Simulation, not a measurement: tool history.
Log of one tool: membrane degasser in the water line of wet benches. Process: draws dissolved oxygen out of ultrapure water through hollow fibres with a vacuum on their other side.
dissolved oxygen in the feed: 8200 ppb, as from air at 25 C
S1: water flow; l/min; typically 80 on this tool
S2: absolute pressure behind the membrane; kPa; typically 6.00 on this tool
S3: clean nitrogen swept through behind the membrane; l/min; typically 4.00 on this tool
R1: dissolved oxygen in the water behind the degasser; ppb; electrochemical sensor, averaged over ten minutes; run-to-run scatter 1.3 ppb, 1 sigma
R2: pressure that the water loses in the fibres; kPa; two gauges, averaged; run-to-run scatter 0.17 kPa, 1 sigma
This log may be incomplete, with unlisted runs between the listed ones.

run,hour,S1,S2,S3,R1,R2
1,0.0,80,6.00,4.00,128.8,26.33
2,25.6,80,4.14,4.00,48.6,26.14
3,81.4,80,6.00,4.00,127.3,26.32
4,126.7,80,6.00,4.00,128.0,26.36
5,180.7,80,6.00,4.00,130.1,26.23
6,230.3,80,6.00,4.00,130.7,26.32
7,272.5,80,6.00,4.00,131.3,26.49
8,328.6,80,6.00,4.00,131.6,26.22
9,357.4,80,6.00,1.99,229.5,26.46
10,381.8,80,6.00,1.64,264.7,26.17
11,424.2,80,6.00,1.64,268.0,26.28
12,452.9,73,6.00,1.64,244.5,24.18
13,500.7,80,6.00,2.05,224.7,26.38
14,552.6,80,6.00,2.05,219.2,26.24
15,608.5,80,6.00,2.05,225.5,26.79
16,653.7,80,6.74,4.00,163.7,26.50
17,688.2,80,6.74,4.00,162.4,26.35
18,743.4,98,3.73,3.20,49.5,32.31
19,778.1,109,6.00,2.56,253.6,36.13
20,831.1,80,8.52,3.90,242.0,26.30
21,877.8,66,6.45,3.73,131.6,21.79
22,918.5,66,6.45,3.73,134.5,21.61
23,971.4,87,12.24,3.73,449.7,28.54
24,1016.2,91,6.63,10.91,78.4,30.02
25,1048.0,91,6.63,10.91,78.6,29.94
26,1073.1,51,6.00,2.17,149.0,16.71
27,1106.5,85,6.00,2.22,225.4,28.11
28,1161.2,77,14.29,2.34,714.1,25.66
29,1188.5,77,14.29,2.34,718.1,25.46
30,1234.0,77,14.29,8.87,229.5,25.47
31,1281.5,118,5.10,2.01,233.2,39.20
32,1310.9,112,5.10,9.85,71.5,37.43

The same runs without the tool's hidden state, with the same run-to-run variation:
What the log doesn't record here: membrane still open, %; true pressure behind the membrane over the reading, kPa; air that leaks in behind the membrane, l/min; drift of the gauge itself on oxygen_ppb, %; drift of the gauge itself on loss_of_pressure_kpa, %.
run,R1,R2
1,125.7,26.23
2,45.7,26.03
3,124.1,26.20
4,124.7,26.22
5,126.7,26.09
6,127.2,26.16
7,127.7,26.33
8,128.0,26.05
9,224.3,26.28
10,259.0,25.99
11,262.1,26.08
12,238.9,24.00
13,219.2,26.17
14,213.7,26.02
15,219.7,26.56
16,159.4,26.26
17,158.1,26.10
18,44.0,31.99
19,246.5,35.77
20,237.1,26.03
21,127.5,21.55
22,130.2,21.36
23,443.5,28.21
24,75.6,29.65
25,75.7,29.57
26,143.6,16.50
27,218.4,27.75
28,706.5,25.32
29,710.5,25.11
30,225.2,25.12
31,222.6,38.65
32,67.2,36.89
